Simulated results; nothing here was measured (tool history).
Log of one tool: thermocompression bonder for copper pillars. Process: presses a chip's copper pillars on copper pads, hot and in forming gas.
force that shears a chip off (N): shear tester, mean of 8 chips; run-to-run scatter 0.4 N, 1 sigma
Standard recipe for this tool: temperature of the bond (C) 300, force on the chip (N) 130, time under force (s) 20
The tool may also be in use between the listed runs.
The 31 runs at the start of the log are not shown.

run   hour  temperature of the bond (C)  force on the chip (N)  time under force (s)  hours of work since the heater was calibrated  hours of work since the force cell was calibrated  hours of work since the gas filter was changed  force that shears a chip off (N)
 32  507.1                          271                    142                    46                                            440                                                820                                             238                              64.8
     521.7  -- forming gas filter changed
 33  522.3                          272                    182                    18                                            450                                                830                                               0                              58.3
 34  546.2                          272                    182                    18                                            466                                                846                                              17                              56.7
 35  561.1                          300                    118                    16                                            477                                                856                                              27                              48.9
 36  578.4                          322                    130                    12                                            488                                                868                                              39                              56.4
 37  591.6                          302                     92                    10                                            498                                                877                                              48                              32.6
 38  615.1                          329                    111                    11                                            514                                                894                                              64                              49.8
     626.7  -- heater calibrated with a thermocouple chip
 39  631.2                          329                    111                    11                                              3                                                903                                              74                              50.7

What if the next run were any one of these 5? Each begins from the tool's condition after run 39:
  A  653.8                          303                     79                    11                                             19                                                919                                              89                                 ?
  B  653.8                          278                    116                    20                                             19                                                919                                              89                                 ?
  C  653.8                          300                     82                    20                                             19                                                919                                              89                                 ?
  D  653.8                          300                    126                    13                                             19                                                919                                              89                                 ?
  E  653.8                          300                    103                    20                                             19                                                919                                              89                                 ?

run  force that shears a chip off (N)
  A                              30.3
  B                              43.3
  C                              39.3
  D                              46.6
  E                              47.1
Without the tool's hidden state the same runs would have given:
run  force that shears a chip off (N)
  A                              30.3
  B                              43.4
  C                              39.3
  D                              46.7
  E                              47.2

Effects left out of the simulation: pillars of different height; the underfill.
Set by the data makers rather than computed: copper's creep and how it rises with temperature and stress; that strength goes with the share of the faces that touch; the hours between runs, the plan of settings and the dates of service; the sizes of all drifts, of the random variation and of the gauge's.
